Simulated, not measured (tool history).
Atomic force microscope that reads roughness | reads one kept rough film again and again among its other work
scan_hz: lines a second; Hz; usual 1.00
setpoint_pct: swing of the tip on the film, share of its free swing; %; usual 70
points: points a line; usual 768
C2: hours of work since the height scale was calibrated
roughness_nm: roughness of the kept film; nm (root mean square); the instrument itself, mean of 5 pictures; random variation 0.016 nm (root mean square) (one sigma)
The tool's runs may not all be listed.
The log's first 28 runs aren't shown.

-- hour=198.6 new tip fitted
run 29 hour=198.6 | scan_hz=0.60 setpoint_pct=90 points=768 | pictures_with_this_tip=0 C2=324 | roughness_nm=3.834
run 30 hour=204.0 | scan_hz=1.93 setpoint_pct=83 points=941 | pictures_with_this_tip=8 C2=328 | roughness_nm=3.394
run 31 hour=213.0 | scan_hz=1.90 setpoint_pct=78 points=768 | pictures_with_this_tip=21 C2=335 | roughness_nm=3.544
run 32 hour=217.6 | scan_hz=0.64 setpoint_pct=83 points=261 | pictures_with_this_tip=28 C2=338 | roughness_nm=3.856
run 33 hour=222.8 | scan_hz=0.64 setpoint_pct=83 points=261 | pictures_with_this_tip=36 C2=342 | roughness_nm=3.854
run 34 hour=228.9 | scan_hz=0.64 setpoint_pct=83 points=261 | pictures_with_this_tip=45 C2=347 | roughness_nm=3.867
run 35 hour=236.7 | scan_hz=0.64 setpoint_pct=83 points=261 | pictures_with_this_tip=57 C2=353 | roughness_nm=3.848
run 36 hour=244.4 | scan_hz=0.64 setpoint_pct=83 points=261 | pictures_with_this_tip=68 C2=359 | roughness_nm=3.874

4 ways to go on from here, each from the tool as it stands after run 36. What would each give?
run A hour=248.5 | scan_hz=0.86 setpoint_pct=63 points=516 | pictures_with_this_tip=75 C2=362 | roughness_nm=?
run B hour=248.5 | scan_hz=1.74 setpoint_pct=70 points=768 | pictures_with_this_tip=75 C2=362 | roughness_nm=?
run C hour=248.5 | scan_hz=1.00 setpoint_pct=85 points=977 | pictures_with_this_tip=75 C2=362 | roughness_nm=?
run D hour=248.5 | scan_hz=0.93 setpoint_pct=83 points=266 | pictures_with_this_tip=75 C2=362 | roughness_nm=?

run=A roughness_nm=4.066
run=B roughness_nm=3.785
run=C roughness_nm=3.706
run=D roughness_nm=3.717
Without the tool's hidden state the same runs would have given:
run=A roughness_nm=4.072
run=B roughness_nm=3.790
run=C roughness_nm=3.712
run=D roughness_nm=3.722

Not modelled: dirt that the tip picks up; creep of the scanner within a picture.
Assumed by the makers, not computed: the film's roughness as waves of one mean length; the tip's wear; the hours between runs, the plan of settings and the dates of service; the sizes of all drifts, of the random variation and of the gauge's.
